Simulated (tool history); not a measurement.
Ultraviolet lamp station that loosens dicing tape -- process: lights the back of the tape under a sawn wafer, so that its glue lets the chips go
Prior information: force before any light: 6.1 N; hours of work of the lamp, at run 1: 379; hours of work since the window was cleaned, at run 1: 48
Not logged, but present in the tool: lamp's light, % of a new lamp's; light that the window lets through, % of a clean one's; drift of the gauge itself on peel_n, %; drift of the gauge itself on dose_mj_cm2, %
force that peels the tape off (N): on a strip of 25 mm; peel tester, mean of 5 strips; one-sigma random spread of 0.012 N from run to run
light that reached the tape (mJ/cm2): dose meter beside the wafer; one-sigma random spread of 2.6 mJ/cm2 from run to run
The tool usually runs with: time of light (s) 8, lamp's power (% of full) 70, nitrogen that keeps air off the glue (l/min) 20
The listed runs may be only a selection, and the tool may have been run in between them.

run,hour,time of light (s),lamp's power (% of full),nitrogen that keeps air off the glue (l/min),hours of work of the lamp,hours of work since the window was cleaned,force that peels the tape off (N),light that reached the tape (mJ/cm2)
1,0.0,8,70,20,379,48,0.703,293
2,20.4,8,70,20,388,57,0.749,290
3,49.6,4,70,20,401,70,2.095,146
4,67.7,4,70,22,410,78,1.882,141
5,97.5,4,70,22,423,92,1.921,143
6,113.7,4,70,34,430,99,1.646,143
7,140.7,4,70,34,442,111,1.716,141
8,163.9,8,70,20,452,121,0.765,283
9,193.8,8,70,20,466,134,0.739,288
10,216.9,8,70,20,476,145,0.770,281
11,246.2,6,70,20,489,158,1.237,209
12,260.0,6,70,20,495,164,1.247,211
13,282.0,6,70,20,505,174,1.266,209
14,313.6,8,70,20,519,188,0.797,278
15,326.9,8,70,20,525,194,0.795,276
16,358.2,8,70,20,539,208,0.802,271
17,384.4,8,70,20,551,219,0.813,274
18,416.4,8,70,20,565,234,0.819,270
19,442.2,8,70,20,576,245,0.863,273
20,473.6,8,70,20,590,259,0.853,264
21,502.9,8,70,20,603,272,0.840,264
22,534.8,15,81,36,618,286,0.102,571
23,548.4,15,81,36,624,292,0.102,579
24,577.1,15,81,36,636,305,0.112,569
25,607.7,15,81,36,650,319,0.109,570
26,628.0,4,70,23,659,328,2.215,133
27,654.2,7,97,33,671,340,0.405,312
28,682.7,7,97,33,683,352,0.411,309
29,709.9,10,70,37,696,364,0.348,319
30,736.1,10,70,37,707,376,0.357,320
31,751.2,4,100,20,714,383,1.591,179
32,780.6,8,70,18,727,396,0.996,250
33,804.2,14,72,29,738,406,0.199,450
34,830.3,11,67,6,749,418,1.404,325
35,847.9,11,67,6,757,426,1.435,328
36,867.3,11,72,6,766,434,1.277,352
37,895.2,11,72,6,778,447,1.351,347
38,914.7,11,72,6,787,456,1.297,344
39,944.9,13,68,20,800,469,0.386,384

Predict each of these 3 candidate next runs independently; none follows another, all start after run 39:
A,967.8,4,70,10,810,479,?,?
B,967.8,13,68,14,810,479,?,?
C,967.8,8,77,13,810,479,?,?

run,force that peels the tape off (N),light that reached the tape (mJ/cm2)
A,3.070,123
B,0.551,378
C,1.152,265
Without the tool's unlogged condition, the same runs would have read:
run,force that peels the tape off (N),light that reached the tape (mJ/cm2)
A,2.422,166
B,0.275,512
C,0.665,358

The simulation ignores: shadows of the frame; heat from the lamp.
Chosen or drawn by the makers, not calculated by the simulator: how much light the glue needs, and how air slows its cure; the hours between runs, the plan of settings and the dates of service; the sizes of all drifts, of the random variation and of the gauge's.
